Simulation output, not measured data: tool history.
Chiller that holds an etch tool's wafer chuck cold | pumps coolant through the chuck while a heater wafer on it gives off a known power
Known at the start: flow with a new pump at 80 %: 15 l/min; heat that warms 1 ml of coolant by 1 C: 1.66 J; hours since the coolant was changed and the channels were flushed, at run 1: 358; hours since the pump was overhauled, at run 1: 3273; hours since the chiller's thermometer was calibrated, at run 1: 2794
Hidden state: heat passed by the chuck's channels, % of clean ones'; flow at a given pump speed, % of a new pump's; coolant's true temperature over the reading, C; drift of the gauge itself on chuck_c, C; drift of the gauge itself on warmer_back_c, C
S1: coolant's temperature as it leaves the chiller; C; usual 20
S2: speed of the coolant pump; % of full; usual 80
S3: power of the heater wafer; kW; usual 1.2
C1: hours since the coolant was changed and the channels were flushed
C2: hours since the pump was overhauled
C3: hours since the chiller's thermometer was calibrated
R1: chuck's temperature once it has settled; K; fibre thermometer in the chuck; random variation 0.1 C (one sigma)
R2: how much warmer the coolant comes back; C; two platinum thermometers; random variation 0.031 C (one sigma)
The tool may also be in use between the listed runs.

Run 1, hour 0: usual settings; C1 358; C2 3273; C3 2794. Result: R1 300.75 K, R2 3.03 C.
Run 2, hour 79: usual settings; C1 437; C2 3352; C3 2873. Result: R1 300.55 K, R2 3.02 C.
Run 3, hour 128.7: usual settings but S3 1.201 kW; C1 487; C2 3402; C3 2922. Result: R1 300.85 K, R2 3.07 C.
Run 4, hour 186.8: usual settings but S2 62 % of full; C1 545; C2 3460; C3 2980. Result: R1 302.55 K, R2 3.94 C.
Run 5, hour 230.3: usual settings but S3 1.595 kW; C1 589; C2 3504; C3 3024. Result: R1 303.35 K, R2 4.09 C.
Run 6, hour 276.8: usual settings but S2 68 % of full, S3 1.595 kW; C1 635; C2 3550; C3 3070. Result: R1 304.85 K, R2 4.79 C.
Run 7, hour 314.4: usual settings but S2 68 % of full, S3 1.595 kW; C1 673; C2 3588; C3 3108. Result: R1 305.15 K, R2 4.74 C.
Run 8, hour 356.1: usual settings but S2 68 % of full, S3 1.595 kW; C1 715; C2 3630; C3 3150. Result: R1 305.05 K, R2 4.78 C.
Run 9, hour 419.3: usual settings but S3 1.13 kW; C1 778; C2 3693; C3 3213. Result: R1 300.35 K, R2 2.91 C.
Run 10, hour 461.2: usual settings but S3 1.13 kW; C1 820; C2 3735; C3 3255. Result: R1 300.35 K, R2 2.88 C.
Run 11, hour 547: usual settings but S3 1.13 kW; C1 905; C2 3820; C3 3341. Result: R1 300.35 K, R2 2.9 C.
Run 12, hour 582.6: usual settings but S3 1.13 kW; C1 941; C2 3856; C3 3376. Result: R1 300.25 K, R2 2.89 C.
Run 13, hour 657.3: usual settings but S3 1.13 kW; C1 1016; C2 3931; C3 3451. Result: R1 300.45 K, R2 2.9 C.
Run 14, hour 740.6: usual settings but S3 1.13 kW; C1 1099; C2 4014; C3 3534. Result: R1 300.35 K, R2 2.85 C.
Run 15, hour 794.5: usual settings but S3 1.13 kW; C1 1153; C2 4068; C3 3588. Result: R1 300.45 K, R2 2.95 C.
Run 16, hour 840.4: usual settings but S3 1.13 kW; C1 1199; C2 4114; C3 3634. Result: R1 300.35 K, R2 2.88 C.
Run 17, hour 875.4: usual settings but S2 69 % of full, S3 1.13 kW; C1 1234; C2 4149; C3 3669. Result: R1 301.45 K, R2 3.32 C.
At hour 887: coolant pump overhauled.
Run 18, hour 917.1: usual settings but S1 23 C, S2 78 % of full, S3 0.798 kW; C1 1271; C2 30; C3 3706. Result: R1 301.45 K, R2 2.15 C.
Run 19, hour 977.6: usual settings but S1 19 C, S2 64 % of full, S3 1.329 kW; C1 1331; C2 91; C3 3766. Result: R1 303.25 K, R2 4.46 C.
Run 20, hour 1031.6: usual settings but S1 19 C, S2 83 % of full, S3 1.275 kW; C1 1385; C2 145; C3 3820. Result: R1 300.55 K, R2 3.33 C.
Run 21, hour 1088.8: usual settings but S1 19 C, S2 83 % of full, S3 1.275 kW; C1 1442; C2 202; C3 3877. Result: R1 300.35 K, R2 3.32 C.
Run 22, hour 1166: usual settings but S1 12 C, S2 92 % of full, S3 0.831 kW; C1 1519; C2 279; C3 3955. Result: R1 290.15 K, R2 1.93 C.
Run 23, hour 1206.6: usual settings but S1 12 C, S2 92 % of full, S3 0.831 kW; C1 1560; C2 320; C3 3995. Result: R1 290.15 K, R2 1.96 C.
Run 24, hour 1277.9: usual settings but S1 12 C, S2 92 % of full, S3 0.831 kW; C1 1631; C2 391; C3 4067. Result: R1 290.05 K, R2 1.97 C.
At hour 1320: coolant pump overhauled, once more.
Run 25, hour 1331.1: usual settings but S1 28 C, S3 1.653 kW; C1 1680; C2 11; C3 4115. Result: R1 311.45 K, R2 3.96 C.
Run 26, hour 1388.4: usual settings but S1 12 C, S3 0.905 kW; C1 1737; C2 68; C3 4172. Result: R1 290.65 K, R2 2.15 C.
Run 27, hour 1444.7: usual settings but S1 26 C, S2 63 % of full, S3 0.641 kW; C1 1793; C2 125; C3 4228. Result: R1 303.65 K, R2 1.95 C.
Run 28, hour 1504.4: usual settings but S1 28 C, S2 69 % of full, S3 1.407 kW; C1 1853; C2 184; C3 4288. Result: R1 311.05 K, R2 3.96 C.
Run 29, hour 1552.9: usual settings but S1 19 C, S2 88 % of full, S3 1.091 kW; C1 1901; C2 233; C3 4337. Result: R1 298.25 K, R2 2.39 C.
Run 30, hour 1589.4: usual settings but S1 12 C, S2 74 % of full, S3 0.762 kW; C1 1938; C2 269; C3 4373. Result: R1 290.15 K, R2 1.93 C.
Run 31, hour 1648.8: usual settings but S1 12 C, S2 74 % of full, S3 0.762 kW; C1 1997; C2 329; C3 4432. Result: R1 290.05 K, R2 2.05 C.
Run 32, hour 1727.5: usual settings but S1 12 C, S2 74 % of full, S3 0.762 kW; C1 2076; C2 407; C3 4511. Result: R1 289.95 K, R2 1.99 C.

Forecast run 33:
At hour 1759.1: chiller's thermometer calibrated.
Run 33, hour 1791.9: usual settings but S1 12 C, S2 95 % of full, S3 0.762 kW; C1 2139; C2 471; C3 33. Result: R1 ?, R2 ?.

{"run 33": {"R1": 289.55, "R2": 1.56}}
Without the tool's hidden state the same run would have given R1 289.25 K, R2 1.55 C.

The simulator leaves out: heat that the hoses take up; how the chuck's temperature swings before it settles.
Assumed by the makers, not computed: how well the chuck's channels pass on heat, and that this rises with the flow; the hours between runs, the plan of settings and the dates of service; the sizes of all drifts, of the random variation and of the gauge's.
